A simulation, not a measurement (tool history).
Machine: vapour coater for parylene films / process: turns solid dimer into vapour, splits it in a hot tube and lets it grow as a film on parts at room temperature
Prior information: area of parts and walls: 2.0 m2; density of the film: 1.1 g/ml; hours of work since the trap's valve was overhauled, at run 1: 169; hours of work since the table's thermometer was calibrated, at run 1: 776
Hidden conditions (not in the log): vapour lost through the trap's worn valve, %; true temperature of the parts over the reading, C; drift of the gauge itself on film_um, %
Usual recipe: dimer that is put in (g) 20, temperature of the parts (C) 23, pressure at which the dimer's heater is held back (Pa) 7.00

run,hour,dimer that is put in (g),temperature of the parts (C),pressure at which the dimer's heater is held back (Pa),hours of work since the trap's valve was overhauled,hours of work since the table's thermometer was calibrated,thickness of the film (um)
1,0.0,20,23,7.00,169,776,5.13
2,18.1,20,23,7.00,184,790,5.17
3,34.9,20,23,7.00,197,804,5.16
4,60.6,20,23,7.00,218,825,5.11
5,84.3,20,23,7.00,238,844,5.14
6,109.1,32,23,7.00,258,865,8.21
7,131.5,8,23,7.00,276,883,2.01
8,154.7,8,23,2.32,295,902,2.41
9,169.3,14,23,7.00,307,914,3.63
10,188.7,14,23,7.00,323,929,3.60
11,210.4,20,23,6.56,340,947,5.20
12,238.2,20,23,6.56,363,970,5.15
13,264.3,20,22,7.00,384,991,5.23
14,278.7,20,22,7.00,396,1003,5.25
15,297.7,32,22,7.00,412,1018,8.27
16,316.2,20,23,4.63,427,1033,5.38
17,332.6,20,23,9.19,440,1047,4.90
18,356.7,20,21,9.19,460,1066,5.11
19,377.1,20,21,9.19,476,1083,5.12
# hour 385.4: trap's valve overhauled
20,397.9,19,21,9.19,10,1097,4.89
21,421.3,17,21,2.62,29,1116,5.21
22,435.0,9,25,10.10,40,1127,2.06
23,463.6,32,23,2.24,64,1150,9.70
24,492.7,32,23,2.24,87,1174,9.95
25,513.1,20,23,11.38,104,1191,4.74
26,528.4,13,19,10.75,116,1203,3.37
27,552.6,20,16,7.00,136,1223,5.86
28,572.9,12,33,8.84,153,1239,2.40
29,601.3,28,15,2.38,176,1262,10.03
30,616.0,28,15,2.38,188,1274,10.05
31,632.4,15,24,3.53,201,1288,4.20
32,648.4,15,24,3.53,214,1301,4.22

Hidden state at the last listed run before each entry between runs and at the first one after, where it differs:
Runs 19 to 20: trap's valve overhauled (hour 385.4)
  vapour lost through the trap's worn valve, %: 0.5 -> 0
